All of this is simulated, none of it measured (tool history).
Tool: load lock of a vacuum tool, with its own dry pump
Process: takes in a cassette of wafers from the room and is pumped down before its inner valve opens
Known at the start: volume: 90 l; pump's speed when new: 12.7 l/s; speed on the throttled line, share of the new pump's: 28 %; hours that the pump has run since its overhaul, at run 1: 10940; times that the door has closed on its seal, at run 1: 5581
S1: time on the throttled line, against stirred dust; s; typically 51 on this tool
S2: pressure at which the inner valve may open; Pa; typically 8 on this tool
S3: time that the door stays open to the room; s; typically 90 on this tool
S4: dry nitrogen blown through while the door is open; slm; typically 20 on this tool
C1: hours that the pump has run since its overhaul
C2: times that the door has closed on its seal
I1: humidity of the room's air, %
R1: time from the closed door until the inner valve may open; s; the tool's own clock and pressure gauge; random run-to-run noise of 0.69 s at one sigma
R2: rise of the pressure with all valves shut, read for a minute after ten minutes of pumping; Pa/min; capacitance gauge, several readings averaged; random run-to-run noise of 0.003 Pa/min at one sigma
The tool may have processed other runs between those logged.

run    hour  S1  S2   S3  S4     C1    C2    I1     R1     R2
  1     0.0  51   8   90  20  10940  5581  45.8  103.9  0.052
  2   106.9  51   8   90  20  11046  5725  43.2  103.8  0.045
  3   246.9  51   8   90  20  11186  5913  46.5  103.3  0.049
  4   415.2  51   8   90  20  11355  6138  42.5  103.7  0.045
  5   551.6  51   8   80  20  11491  6321  44.7  105.4  0.055
  6   638.7  51   8   80  20  11578  6438  47.3  104.5  0.049
  7   726.9  51   8   80  20  11666  6556  41.7  103.9  0.044
  8   897.3  51   8   90  20  11837  6785  47.1  103.8  0.046
  9  1042.0  33   8   90  18  11982  6979  45.9   91.2  0.053
 10  1209.4  33   8   90  18  12149  7203  46.3   90.7  0.061
 11  1321.1  95   8  199   6  12261  7353  43.8  135.2  0.083

Run 12 is up next; what results do you expect?
 12  1424.9  47  15  62  35  12364  7492  45.0   ?   ?

{"run 12": {"R1": 96.5, "R2": 0.036}}
Without the tool's hidden state the same run would have given R1 96.4 s, R2 0.036 Pa/min.

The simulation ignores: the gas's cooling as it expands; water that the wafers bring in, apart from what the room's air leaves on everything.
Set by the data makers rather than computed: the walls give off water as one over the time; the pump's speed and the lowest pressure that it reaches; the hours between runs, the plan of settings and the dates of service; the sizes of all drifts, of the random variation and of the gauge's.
